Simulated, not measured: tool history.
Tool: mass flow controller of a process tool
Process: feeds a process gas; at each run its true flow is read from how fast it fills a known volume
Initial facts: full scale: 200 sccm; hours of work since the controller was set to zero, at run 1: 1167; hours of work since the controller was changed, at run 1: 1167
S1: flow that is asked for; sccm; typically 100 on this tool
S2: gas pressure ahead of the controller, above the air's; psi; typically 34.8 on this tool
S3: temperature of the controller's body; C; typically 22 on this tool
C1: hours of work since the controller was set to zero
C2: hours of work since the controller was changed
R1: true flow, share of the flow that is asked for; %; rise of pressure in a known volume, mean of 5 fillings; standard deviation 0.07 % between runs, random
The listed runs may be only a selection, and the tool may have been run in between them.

run    hour   S1    S2  S3    C1    C2     R1
  1     0.0  100  34.8  22  1167  1167  98.51
  2   100.7  105  34.8  22  1236  1236  98.59
  3   184.8  105  34.8  22  1294  1294  98.55
  4   286.2  100  25.7  22  1364  1364  98.08
  5   351.4   31  34.8  22  1408  1408  95.55
  6   441.4  100  34.8  22  1470  1470  98.30
  7   564.3   60  34.8  22  1555  1555  97.28
  8   642.1   60  34.8  22  1608  1608  97.12
  9   706.3  100  34.8  22  1653  1653  98.30
 10   822.7  100  34.8  22  1733  1733  98.23
 11   910.1  100  34.8  22  1793  1793  98.36
 12  1026.0  100  34.8  22  1873  1873  98.34
 13  1118.1  100  34.8  22  1936  1936  98.17
 14  1236.9  100  34.8  22  2018  2018  98.06
 15  1329.8  100  34.8  22  2082  2082  98.07
 16  1388.3  100  34.8  22  2122  2122  98.01
 17  1460.7  100  34.8  22  2172  2172  98.03
 18  1537.1  100  34.8  22  2224  2224  97.91
 19  1597.1  100  34.8  22  2266  2266  97.87
 20  1692.1  100  34.8  22  2331  2331  97.93
 21  1756.8  100  34.8  39  2376  2376  99.00
 22  1837.6  100  34.8  39  2431  2431  98.83
 23  1913.6  100  34.8  33  2483  2483  98.57
 24  2031.4  100  34.8  33  2564  2564  98.52
 25  2104.1  136  34.8  33  2614  2614  99.20
 26  2177.0   26  30.7  20  2665  2665  91.57
 27  2261.8   92  24.5  28  2723  2723  97.51
 28  2354.5   34  22.5  27  2787  2787  93.13
 29  2420.6   34  22.5  27  2832  2832  93.09
 30  2484.4  100  21.8  33  2876  2876  97.78
 31  2608.4  100  21.8  33  2962  2962  97.73
 32  2675.8  100  21.8  33  3008  3008  97.86
 33  2760.9  100  21.8  33  3066  3066  97.71
 34  2867.2  100  21.8  33  3140  3140  97.69
 35  2941.7  100  21.8  33  3191  3191  97.74
 36  3022.3  100  21.8  33  3246  3246  97.63
 37  3136.1  100  21.8  33  3325  3325  97.48
 38  3226.5   54  36.0  37  3387  3387  95.77
 39  3319.4   32  25.1  37  3451  3451  92.18
 40  3376.4   88  32.6  22  3490  3490  96.83
 41  3492.4  100  26.8  32  3570  3570  97.56

Hidden state or all else? Some run-to-run changes of R1, split into what the settings, what came in and random variation would give without the hidden state, and what is left for the hidden state (with any gauge scatter that isn't in both results):
Hidden conditions of the tool in this case: flow at rest that the sensor doesn't see, % of full scale; true flow over the shown one, %; drift of the gauge itself on true_pct, %.
Run 25 -> 26: S1 136 -> 26, S2 34.8 -> 30.7, S3 33 -> 20. R1 -7.63 %: hidden state -5.76, all else -1.87.
Run 26 -> 27: S1 26 -> 92, S2 30.7 -> 24.5, S3 20 -> 28. R1 +5.94 %: hidden state +5.06, all else +0.88.
Run 29 -> 30: S1 34 -> 100, S2 22.5 -> 21.8, S3 27 -> 33. R1 +4.69 %: hidden state +3.76, all else +0.93.
Run 39 -> 40: S1 32 -> 88, S2 25.1 -> 32.6, S3 37 -> 22. R1 +4.65 %: hidden state +4.69, all else -0.04.

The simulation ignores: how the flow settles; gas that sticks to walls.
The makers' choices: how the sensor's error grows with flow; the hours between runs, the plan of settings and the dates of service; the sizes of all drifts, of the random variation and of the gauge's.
